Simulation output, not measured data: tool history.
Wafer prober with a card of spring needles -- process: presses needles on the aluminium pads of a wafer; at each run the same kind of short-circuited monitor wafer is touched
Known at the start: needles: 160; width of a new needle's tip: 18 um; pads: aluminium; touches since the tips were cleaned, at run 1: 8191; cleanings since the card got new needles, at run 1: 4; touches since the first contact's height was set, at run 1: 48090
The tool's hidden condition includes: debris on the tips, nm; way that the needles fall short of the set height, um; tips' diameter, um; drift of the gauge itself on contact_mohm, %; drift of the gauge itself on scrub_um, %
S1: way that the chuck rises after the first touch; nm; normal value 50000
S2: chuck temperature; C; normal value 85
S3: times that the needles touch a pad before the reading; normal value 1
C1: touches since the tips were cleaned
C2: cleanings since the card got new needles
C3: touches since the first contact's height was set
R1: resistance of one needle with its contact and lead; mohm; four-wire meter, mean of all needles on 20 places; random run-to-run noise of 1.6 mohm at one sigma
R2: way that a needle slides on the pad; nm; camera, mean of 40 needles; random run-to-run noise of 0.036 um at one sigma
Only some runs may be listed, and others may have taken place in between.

run 1 hour=0 | S1=50000 S2=85 S3=1 | C1=8191 C2=4 C3=48090 | R1=199 R2=13780
-- hour=2.8 tips cleaned on abrasive film
run 2 hour=11.9 | S1=50000 S2=85 S3=1 | C1=3143 C2=5 C3=52152 | R1=194 R2=13770
-- hour=29.2 tips cleaned on abrasive film
run 3 hour=34.7 | S1=50000 S2=85 S3=1 | C1=1884 C2=6 C3=59933 | R1=192 R2=13700
run 4 hour=54.7 | S1=50000 S2=85 S3=1 | C1=8759 C2=6 C3=66808 | R1=204 R2=13630
-- hour=56.7 tips cleaned on abrasive film
run 5 hour=69.2 | S1=50000 S2=85 S3=1 | C1=4277 C2=7 C3=71748 | R1=194 R2=13680
-- hour=83.3 tips cleaned on abrasive film
run 6 hour=83.3 | S1=50000 S2=85 S3=1 | C1=0 C2=8 C3=76573 | R1=186 R2=13640
run 7 hour=106.5 | S1=50000 S2=85 S3=1 | C1=7964 C2=8 C3=84537 | R1=200 R2=13630
-- hour=110.9 tips cleaned on abrasive film
run 8 hour=128.4 | S1=50000 S2=34 S3=1 | C1=6016 C2=9 C3=92037 | R1=191 R2=13610
-- hour=138 tips cleaned on abrasive film
run 9 hour=138.8 | S1=50000 S2=34 S3=1 | C1=275 C2=10 C3=95571 | R1=176 R2=13520
run 10 hour=149.3 | S1=50000 S2=34 S3=3 | C1=3873 C2=10 C3=99169 | R1=180 R2=13610
-- hour=164.8 tips cleaned on abrasive film
run 11 hour=168.7 | S1=50000 S2=34 S3=3 | C1=1346 C2=11 C3=105817 | R1=173 R2=13570
run 12 hour=190.3 | S1=50000 S2=85 S3=1 | C1=8764 C2=11 C3=113235 | R1=203 R2=13510
-- hour=192.5 tips cleaned on abrasive film
run 13 hour=213.3 | S1=50000 S2=85 S3=1 | C1=7126 C2=12 C3=121091 | R1=198 R2=13540
-- hour=218.8 tips cleaned on abrasive film
run 14 hour=227.5 | S1=50000 S2=85 S3=1 | C1=2985 C2=13 C3=125933 | R1=196 R2=13450
run 15 hour=243.4 | S1=50000 S2=85 S3=1 | C1=8447 C2=13 C3=131395 | R1=201 R2=13560
-- hour=245.2 tips cleaned on abrasive film
run 16 hour=259.9 | S1=50000 S2=85 S3=1 | C1=5082 C2=14 C3=137051 | R1=198 R2=13460
-- hour=272 tips cleaned on abrasive film
run 17 hour=272.7 | S1=32000 S2=96 S3=2 | C1=242 C2=15 C3=141412 | R1=197 R2=8480
run 18 hour=288.4 | S1=69000 S2=50 S3=2 | C1=5610 C2=15 C3=146780 | R1=180 R2=18640
-- hour=298.8 tips cleaned on abrasive film
run 19 hour=308.7 | S1=69000 S2=50 S3=2 | C1=3393 C2=16 C3=153715 | R1=177 R2=18690
-- hour=325.9 tips cleaned on abrasive film
run 20 hour=328.9 | S1=64000 S2=34 S3=2 | C1=1035 C2=17 C3=160640 | R1=176 R2=17220
run 21 hour=342.5 | S1=64000 S2=34 S3=2 | C1=5706 C2=17 C3=165311 | R1=177 R2=17310
-- hour=352.4 tips cleaned on abrasive film
run 22 hour=352.4 | S1=64000 S2=34 S3=2 | C1=0 C2=18 C3=168691 | R1=172 R2=17420
run 23 hour=373 | S1=56000 S2=32 S3=2 | C1=7076 C2=18 C3=175767 | R1=180 R2=15080
-- hour=379 tips cleaned on abrasive film
run 24 hour=383.4 | S1=56000 S2=32 S3=2 | C1=1503 C2=19 C3=179289 | R1=179 R2=15030
run 25 hour=397.8 | S1=42000 S2=72 S3=1 | C1=6454 C2=19 C3=184240 | R1=207 R2=11140
-- hour=405.5 tips cleaned on abrasive film
run 26 hour=413.9 | S1=50000 S2=87 S3=2 | C1=2888 C2=20 C3=189743 | R1=189 R2=13240
-- hour=432.1 tips cleaned on abrasive film
run 27 hour=437.3 | S1=50000 S2=87 S3=2 | C1=1782 C2=21 C3=197751 | R1=189 R2=13250
-- hour=458.4 tips cleaned on abrasive film
run 28 hour=458.4 | S1=50000 S2=87 S3=2 | C1=0 C2=22 C3=204963 | R1=187 R2=13280
run 29 hour=480.2 | S1=50000 S2=87 S3=2 | C1=7488 C2=22 C3=212451 | R1=195 R2=13290
-- hour=485.6 tips cleaned on abrasive film
run 30 hour=493.5 | S1=59000 S2=33 S3=1 | C1=2703 C2=23 C3=216977 | R1=178 R2=15710
-- hour=513.1 tips cleaned on abrasive film
run 31 hour=513.1 | S1=59000 S2=33 S3=1 | C1=0 C2=24 C3=223671 | R1=173 R2=15670

Hidden state or all else? Some run-to-run changes of R1, split into what the settings, what came in and random variation would give without the hidden state, and what is left for the hidden state (with any gauge scatter that isn't in both results):
Run 11 -> 12: S2 34 -> 85, S3 3 -> 1. R1 +30 mohm: hidden state +15, all else +15.
Run 24 -> 25: S1 56000 -> 42000, S2 32 -> 72, S3 2 -> 1. R1 +28 mohm: hidden state +18, all else +10.
Run 25 -> 26: S1 42000 -> 50000, S2 72 -> 87, S3 1 -> 2, tips cleaned on abrasive film. R1 -18 mohm: hidden state -15, all else -3.
